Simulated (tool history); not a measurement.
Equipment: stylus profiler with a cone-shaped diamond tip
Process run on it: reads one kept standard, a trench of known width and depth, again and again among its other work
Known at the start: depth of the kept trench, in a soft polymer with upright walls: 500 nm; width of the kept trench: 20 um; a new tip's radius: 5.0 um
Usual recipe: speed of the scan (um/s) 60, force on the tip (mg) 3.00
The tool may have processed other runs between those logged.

run     day  speed of the scan (um/s)  force on the tip (mg)  depth of the trench (nm)  width of the trench's floor (µm)
  1   0.000                        60                   3.00                    509.37                             15.41
  2   0.671                        60                   3.00                    509.32                             15.41
  3   1.392                        60                   3.00                    509.32                             15.40
  4   2.000                        60                   3.00                    509.23                             15.42
  5   2.708                        60                   2.26                    507.33                             15.36
  6   3.075                       177                   2.26                    507.65                             15.19
  7   3.821                        51                   2.26                    507.50                             15.45
  8   4.142                        51                   2.26                    507.15                             15.40
  9   4.642                        51                   2.26                    507.54                             15.45
 10   5.083                        60                   3.00                    509.25                             15.38
 11   5.579                        60                   6.77                    516.26                             15.45
 12   6.142                        60                   6.77                    516.24                             15.40
 13   6.692                        60                   3.89                    510.98                             15.39
 14   7.171                        60                   3.00                    509.18                             15.38
 15   7.812                        60                   4.15                    511.06                             15.44
 16   8.562                        60                   4.15                    511.52                             15.42
 17   9.079                        60                   4.15                    511.27                             15.38
 18   9.846                        60                   4.15                    511.21                             15.40
 19  10.371                        60                   3.00                    509.06                             15.39
 20  10.933                        60                   3.00                    509.06                             15.35
 21  11.442                        33                   3.00                    508.98                             15.39
 22  12.000                        33                   3.00                    508.93                             15.37
 23  12.325                        36                   1.86                    506.16                             15.35
 24  12.862                       232                   1.86                    506.31                             14.96
 25  13.379                        35                   3.09                    509.18                             15.37
 26  13.775                        35                   2.72                    508.11                             15.37
 27  14.146                        35                   2.72                    508.54                             15.37
 28  14.529                        60                   3.39                    509.58                             15.36
 29  15.179                        37                   1.08                    504.32                             15.30
 30  15.871                        35                   3.45                    509.82                             15.34
 31  16.442                        60                   7.95                    517.84                             15.37
 32  16.946                        19                   2.90                    508.75                             15.27
 33  17.288                        80                   1.14                    504.17                             15.25
 34  17.721                        39                   3.00                    508.74                             15.34
 35  18.392                        39                   3.00                    508.56                             15.37
 36  19.075                        39                   3.00                    508.75                             15.29
 37  19.450                        80                   8.51                    518.80                             15.27
 38  19.829                        80                   8.51                    518.71                             15.29
 39  20.175                       100                   5.33                    513.14                             15.26
 40  20.900                       100                   5.33                    513.17                             15.30
 41  21.242                       100                   5.33                    513.21                             15.28

4 ways to go on from here, each from the tool as it stands after run 41. What would each give?
  A  21.729                       155                   3.49                         ?                                 ?
  B  21.729                        78                   2.06                         ?                                 ?
  C  21.729                       169                   3.00                         ?                                 ?
  D  21.729                       200                   3.00                         ?                                 ?

run  depth of the trench (nm)  width of the trench's floor (µm)
  A                    509.79                             15.22
  B                    506.43                             15.21
  C                    508.86                             15.12
  D                    508.74                             15.11
With no hidden state in the tool, these same runs would have given:
run  depth of the trench (nm)  width of the trench's floor (µm)
  A                    510.76                             15.47
  B                    507.39                             15.46
  C                    509.82                             15.36
  D                    509.71                             15.35
